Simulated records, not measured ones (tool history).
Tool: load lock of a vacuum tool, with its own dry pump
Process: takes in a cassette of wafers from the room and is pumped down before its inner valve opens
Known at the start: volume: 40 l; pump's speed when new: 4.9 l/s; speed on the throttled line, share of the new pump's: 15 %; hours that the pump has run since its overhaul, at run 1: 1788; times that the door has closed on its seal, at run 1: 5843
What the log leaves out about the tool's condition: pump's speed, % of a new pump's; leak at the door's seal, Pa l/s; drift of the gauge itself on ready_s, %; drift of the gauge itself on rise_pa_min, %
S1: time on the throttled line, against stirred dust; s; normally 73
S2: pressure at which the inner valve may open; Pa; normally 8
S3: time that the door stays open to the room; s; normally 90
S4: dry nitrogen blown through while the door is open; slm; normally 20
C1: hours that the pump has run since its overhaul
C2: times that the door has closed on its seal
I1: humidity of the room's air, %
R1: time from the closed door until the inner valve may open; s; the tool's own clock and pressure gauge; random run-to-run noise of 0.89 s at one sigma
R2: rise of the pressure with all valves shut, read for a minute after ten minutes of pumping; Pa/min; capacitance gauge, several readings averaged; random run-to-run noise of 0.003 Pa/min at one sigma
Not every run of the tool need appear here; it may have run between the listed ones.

{"run": 1, "hour": 0.0, "S1": 73, "S2": 8, "S3": 90, "S4": 20, "C1": 1788, "C2": 5843, "I1": 45, "R1": 141.4, "R2": 0.05}
{"run": 2, "hour": 93.9, "S1": 73, "S2": 8, "S3": 90, "S4": 20, "C1": 1882, "C2": 6292, "I1": 46.8, "R1": 139.8, "R2": 0.044}
{"run": 3, "hour": 224.4, "S1": 73, "S2": 8, "S3": 90, "S4": 20, "C1": 2012, "C2": 6915, "I1": 44.7, "R1": 139.3, "R2": 0.048}
{"run": 4, "hour": 363.7, "S1": 73, "S2": 8, "S3": 90, "S4": 20, "C1": 2152, "C2": 7580, "I1": 48, "R1": 140.2, "R2": 0.054}
{"run": 5, "hour": 472.6, "S1": 73, "S2": 8, "S3": 90, "S4": 20, "C1": 2260, "C2": 8101, "I1": 43.7, "R1": 140.7, "R2": 0.054}
{"run": 6, "hour": 550.1, "S1": 129, "S2": 8, "S3": 90, "S4": 20, "C1": 2338, "C2": 8471, "I1": 44.9, "R1": 187.8, "R2": 0.061}
{"run": 7, "hour": 657.0, "S1": 73, "S2": 8, "S3": 90, "S4": 26, "C1": 2445, "C2": 8981, "I1": 46, "R1": 140.5, "R2": 0.056}
{"run": 8, "hour": 722.6, "S1": 73, "S2": 8, "S3": 90, "S4": 26, "C1": 2510, "C2": 9295, "I1": 48.4, "R1": 140.2, "R2": 0.061}
{"run": 9, "hour": 875.3, "S1": 73, "S2": 8, "S3": 90, "S4": 7, "C1": 2663, "C2": 10024, "I1": 43.6, "R1": 141.6, "R2": 0.077}
{"run": 10, "hour": 953.4, "S1": 73, "S2": 8, "S3": 90, "S4": 7, "C1": 2741, "C2": 10397, "I1": 44.6, "R1": 142.3, "R2": 0.081}
{"run": 11, "hour": 1073.1, "S1": 73, "S2": 8, "S3": 90, "S4": 7, "C1": 2861, "C2": 10969, "I1": 47.1, "R1": 138.9, "R2": 0.084}
{"run": 12, "hour": 1209.5, "S1": 73, "S2": 8, "S3": 90, "S4": 7, "C1": 2997, "C2": 11620, "I1": 46, "R1": 142, "R2": 0.092}
{"run": 13, "hour": 1347.6, "S1": 73, "S2": 8, "S3": 90, "S4": 7, "C1": 3135, "C2": 12280, "I1": 43.9, "R1": 140.5, "R2": 0.091}
{"run": 14, "hour": 1436.4, "S1": 73, "S2": 8, "S3": 90, "S4": 20, "C1": 3224, "C2": 12704, "I1": 42.3, "R1": 141.1, "R2": 0.079}
{"run": 15, "hour": 1553.9, "S1": 73, "S2": 8, "S3": 90, "S4": 10, "C1": 3342, "C2": 13265, "I1": 42.6, "R1": 142.5, "R2": 0.093}
{"run": 16, "hour": 1665.8, "S1": 73, "S2": 8, "S3": 90, "S4": 20, "C1": 3454, "C2": 13800, "I1": 47.6, "R1": 141, "R2": 0.088}
{"run": 17, "hour": 1796.0, "S1": 73, "S2": 8, "S3": 90, "S4": 20, "C1": 3584, "C2": 14422, "I1": 43.5, "R1": 139.4, "R2": 0.093}
{"run": 18, "hour": 1920.4, "S1": 73, "S2": 8, "S3": 90, "S4": 20, "C1": 3708, "C2": 15016, "I1": 48.5, "R1": 142.1, "R2": 0.093}
{"run": 19, "hour": 2077.7, "S1": 73, "S2": 7, "S3": 90, "S4": 20, "C1": 3866, "C2": 15767, "I1": 41.5, "R1": 142.2, "R2": 0.104}
{"run": 20, "hour": 2193.5, "S1": 92, "S2": 8, "S3": 90, "S4": 18, "C1": 3981, "C2": 16320, "I1": 44.8, "R1": 155.7, "R2": 0.11}
{"run": 21, "hour": 2298.7, "S1": 92, "S2": 8, "S3": 90, "S4": 18, "C1": 4087, "C2": 16823, "I1": 41.8, "R1": 157.2, "R2": 0.104}
{"run": 22, "hour": 2426.7, "S1": 38, "S2": 8, "S3": 90, "S4": 8, "C1": 4215, "C2": 17434, "I1": 49.3, "R1": 111.2, "R2": 0.132}
{"run": 23, "hour": 2493.3, "S1": 73, "S2": 8, "S3": 147, "S4": 20, "C1": 4281, "C2": 17752, "I1": 46.5, "R1": 142, "R2": 0.119}
{"run": 24, "hour": 2603.4, "S1": 73, "S2": 8, "S3": 147, "S4": 20, "C1": 4391, "C2": 18278, "I1": 43.1, "R1": 142.5, "R2": 0.131}
{"run": 25, "hour": 2687.3, "S1": 83, "S2": 10, "S3": 139, "S4": 8, "C1": 4475, "C2": 18679, "I1": 43.7, "R1": 146.6, "R2": 0.142}
{"run": 26, "hour": 2835.0, "S1": 100, "S2": 10, "S3": 32, "S4": 6, "C1": 4623, "C2": 19385, "I1": 47.3, "R1": 163.4, "R2": 0.131}
{"run": 27, "hour": 2972.7, "S1": 73, "S2": 8, "S3": 146, "S4": 20, "C1": 4761, "C2": 20042, "I1": 46.8, "R1": 142.7, "R2": 0.145}
{"run": 28, "hour": 3130.7, "S1": 73, "S2": 8, "S3": 31, "S4": 8, "C1": 4919, "C2": 20797, "I1": 48.6, "R1": 142.1, "R2": 0.139}
{"run": 29, "hour": 3201.3, "S1": 37, "S2": 16, "S3": 92, "S4": 33, "C1": 4989, "C2": 21134, "I1": 44, "R1": 106.3, "R2": 0.137}
{"run": 30, "hour": 3302.9, "S1": 37, "S2": 16, "S3": 92, "S4": 33, "C1": 5091, "C2": 21619, "I1": 48.6, "R1": 104.8, "R2": 0.141}
{"run": 31, "hour": 3383.3, "S1": 109, "S2": 8, "S3": 90, "S4": 10, "C1": 5171, "C2": 22004, "I1": 45.5, "R1": 174.7, "R2": 0.165}
{"run": 32, "hour": 3485.7, "S1": 82, "S2": 14, "S3": 90, "S4": 23, "C1": 5274, "C2": 22492, "I1": 45.6, "R1": 146.2, "R2": 0.16}
{"run": 33, "hour": 3606.6, "S1": 78, "S2": 8, "S3": 35, "S4": 8, "C1": 5394, "C2": 23070, "I1": 44.1, "R1": 148.9, "R2": 0.15}
{"run": 34, "hour": 3761.4, "S1": 92, "S2": 8, "S3": 163, "S4": 13, "C1": 5549, "C2": 23810, "I1": 45.8, "R1": 158.3, "R2": 0.192}
{"run": 35, "hour": 3902.5, "S1": 135, "S2": 13, "S3": 90, "S4": 5, "C1": 5690, "C2": 24483, "I1": 43.8, "R1": 188.9, "R2": 0.197}
{"run": 36, "hour": 4030.6, "S1": 120, "S2": 13, "S3": 57, "S4": 20, "C1": 5819, "C2": 25095, "I1": 45.8, "R1": 177.3, "R2": 0.184}

Difference, measured minus no-hidden-state, one row per run. Run-to-run variation is common to both terms; the gauge's own scatter need not be:
run=1 R1=+0.1 R2=+0.018
run=2 R1=+0.2 R2=+0.02
run=3 R1=+0.2 R2=+0.023
run=4 R1=+0.3 R2=+0.026
run=5 R1=+0.4 R2=+0.03
run=6 R1=+0.4 R2=+0.031
run=7 R1=+0.5 R2=+0.034
run=8 R1=+0.6 R2=+0.035
run=9 R1=+0.7 R2=+0.039
run=10 R1=+0.7 R2=+0.042
run=11 R1=+0.8 R2=+0.044
run=12 R1=+0.9 R2=+0.048
run=13 R1=+1 R2=+0.052
run=14 R1=+1.1 R2=+0.055
run=15 R1=+1.1 R2=+0.059
run=16 R1=+1.2 R2=+0.062
run=17 R1=+1.3 R2=+0.067
run=18 R1=+1.4 R2=+0.07
run=19 R1=+1.4 R2=+0.077
run=20 R1=+1.4 R2=+0.082
run=21 R1=+1.6 R2=+0.084
run=22 R1=+1.8 R2=+0.087
run=23 R1=+1.7 R2=+0.09
run=24 R1=+1.8 R2=+0.094
run=25 R1=+2 R2=+0.099
run=26 R1=+1.8 R2=+0.104
run=27 R1=+2.1 R2=+0.111
run=28 R1=+2.1 R2=+0.117
run=29 R1=+2.2 R2=+0.12
run=30 R1=+2.2 R2=+0.124
run=31 R1=+2.2 R2=+0.127
run=32 R1=+2.4 R2=+0.131
run=33 R1=+2.5 R2=+0.135
run=34 R1=+2.6 R2=+0.144
run=35 R1=+2.1 R2=+0.152
run=36 R1=+2.5 R2=+0.157
